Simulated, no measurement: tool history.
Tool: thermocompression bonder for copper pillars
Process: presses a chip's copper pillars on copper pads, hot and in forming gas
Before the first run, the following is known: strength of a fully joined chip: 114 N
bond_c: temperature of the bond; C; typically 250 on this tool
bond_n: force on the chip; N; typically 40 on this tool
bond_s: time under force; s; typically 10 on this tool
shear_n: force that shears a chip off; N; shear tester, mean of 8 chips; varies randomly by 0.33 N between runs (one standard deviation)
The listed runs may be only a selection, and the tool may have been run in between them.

run,hour,bond_c,bond_n,bond_s,shear_n
1,0,250,40,10,67.1
2,5.7,250,40,10,67.5
3,15.3,250,26,10,45.1
4,20.4,250,26,10,44.9
5,30.5,250,26,10,45.6
6,42.5,250,26,10,45
7,52.5,250,26,10,45.8
# hour 58.9: forming gas filter changed
8,64,250,26,10,45.2
9,70.9,250,26,10,45.6
10,80.9,250,24,10,42.6
11,90.7,250,24,10,42.1
12,101.7,250,40,10,68.5
13,109.1,250,40,10,69
14,117.4,261,40,10,74.7
15,123.4,261,40,10,74.4
16,129.5,261,40,10,74.4
17,135,261,40,17,85.9
18,141.4,261,40,17,86.3
19,149.3,261,40,17,85.4
20,159.1,242,40,17,75.7
21,170.2,243,25,29,61
22,180.8,243,25,29,61.4
23,189,269,25,20,66.9
# hour 191.9: gauge calibrated
24,199.1,250,40,7,60.2
25,204.2,250,40,7,59.8
26,213.6,250,40,7,60.6
27,223.7,225,31,26,59
28,234.3,245,57,13,89.5
29,244.1,237,47,13,74.6
30,253,243,57,10,84
31,260.4,260,31,10,59.2
32,272,272,32,9,64.8
33,279.5,260,26,8,46
34,287,254,39,7,61.5
35,293.7,241,57,6,72.3
36,302.3,250,32,10,55.5
37,314.3,279,25,9,55.6
38,319.9,240,40,6,52.9
# hour 327: forming gas filter changed
39,329.3,234,48,29,92.2
40,334.6,234,48,29,92.1

Pick out some run-to-run changes in shear_n. Of each, how much would a tool without hidden state show as well, from the settings, what came in and chance, and how much is left for the hidden state and any gauge scatter not in both results compared?
The hidden state here: true temperature of the bond over the reading, C; force that reaches the chip, % of what is set; oxide that the forming gas leaves, % of the face; drift of the gauge itself on shear_n, %.
Run 11 -> 12: bond_n 24 -> 40. shear_n +26.4 N: hidden state +0.4, all else +26.
Run 23 -> 24: bond_c 269 -> 250, bond_n 25 -> 40, bond_s 20 -> 7, gauge calibrated. shear_n -6.7 N: hidden state -1.6, all else -5.1.
Run 27 -> 28: bond_c 225 -> 245, bond_n 31 -> 57, bond_s 26 -> 13. shear_n +30.5 N: hidden state +0.2, all else +30.3.
Run 38 -> 39: bond_c 240 -> 234, bond_n 40 -> 48, bond_s 6 -> 29, forming gas filter changed. shear_n +39.3 N: hidden state +1, all else +38.3.

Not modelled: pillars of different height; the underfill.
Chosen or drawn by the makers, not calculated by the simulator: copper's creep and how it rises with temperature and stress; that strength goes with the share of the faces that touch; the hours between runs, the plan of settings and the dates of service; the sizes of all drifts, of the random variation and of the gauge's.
